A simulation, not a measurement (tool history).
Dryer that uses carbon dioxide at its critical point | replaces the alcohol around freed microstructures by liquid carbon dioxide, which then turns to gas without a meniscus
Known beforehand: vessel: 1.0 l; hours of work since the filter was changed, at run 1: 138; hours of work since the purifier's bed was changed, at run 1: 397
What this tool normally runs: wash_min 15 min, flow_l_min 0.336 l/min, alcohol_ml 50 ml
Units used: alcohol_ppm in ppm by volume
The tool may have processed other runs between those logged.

run,hour,wash_min,flow_l_min,alcohol_ml,hours of work since the filter was changed,hours of work since the purifier's bed was changed,alcohol_ppm
1,0.0,15,0.336,50,138,397,1915
2,25.5,15,0.336,50,149,407,1986
3,40.1,15,0.336,50,155,413,1957
4,58.7,15,0.336,50,162,421,1939
5,77.4,15,0.336,50,170,429,1966
6,93.5,15,0.336,71,177,435,2819
7,117.2,15,0.336,71,187,445,2836
8,139.4,14,0.336,71,196,454,3554
9,157.6,14,0.336,71,203,462,3687
10,171.2,14,0.336,71,209,467,3586
11,184.3,15,0.336,50,214,473,2112
12,208.2,15,0.336,29,224,483,1334
13,224.6,15,0.336,29,231,489,1317
14,246.9,15,0.336,116,240,499,4955
15,257.9,15,0.336,116,245,503,5074
# hour 269.5: inlet filter changed
16,276.2,15,0.485,50,3,510,354
17,290.0,15,0.485,50,8,516,350
18,315.9,15,0.336,50,19,527,1530
19,339.5,15,0.336,32,29,536,1051
20,365.4,15,0.336,50,40,547,1625
21,384.1,10,0.336,50,47,555,5035
22,408.4,10,0.336,50,57,565,5018
23,433.1,10,0.336,50,68,575,5134
24,445.5,10,0.244,83,73,580,16679
25,466.9,12,0.252,88,82,589,12113
26,484.4,19,0.236,36,89,596,2058
27,499.2,19,0.236,36,95,602,2026
28,522.5,16,0.336,71,104,612,2088
29,543.3,21,0.336,27,113,621,355
30,559.1,12,0.385,47,120,627,2209
31,572.0,12,0.385,47,125,632,2237
32,591.4,10,0.385,69,133,640,5287
33,605.8,10,0.385,69,139,646,5458
34,626.3,22,0.563,38,147,655,138
35,646.1,22,0.563,38,155,663,140
36,657.2,16,0.265,33,160,668,2280
37,675.7,16,0.371,33,168,675,798
38,693.9,22,0.355,47,175,683,427
39,712.0,22,0.355,47,183,690,439
40,723.1,22,0.355,47,187,695,449
41,735.6,22,0.355,47,192,700,435
42,754.8,22,0.355,47,200,708,442
43,767.5,22,0.355,47,206,713,463
44,785.9,11,0.221,31,213,721,7202
45,806.2,11,0.367,31,222,729,2539
46,824.1,11,0.367,31,229,737,2540

Consider 4 possible next runs. They are alternatives, not a sequence: every one starts from the tool as it was left by run 46. What does each give?
A,839.1,18,0.367,102,235,743,?
B,839.1,16,0.397,31,235,743,?
C,839.1,14,0.378,88,235,743,?
D,839.1,20,0.225,26,235,743,?

run,alcohol_ppm
A,1697
B,693
C,3263
D,1836
With the hidden condition removed and each run's random variation left untouched, the same runs would have given:
run,alcohol_ppm
A,864
B,311
C,1939
D,1153
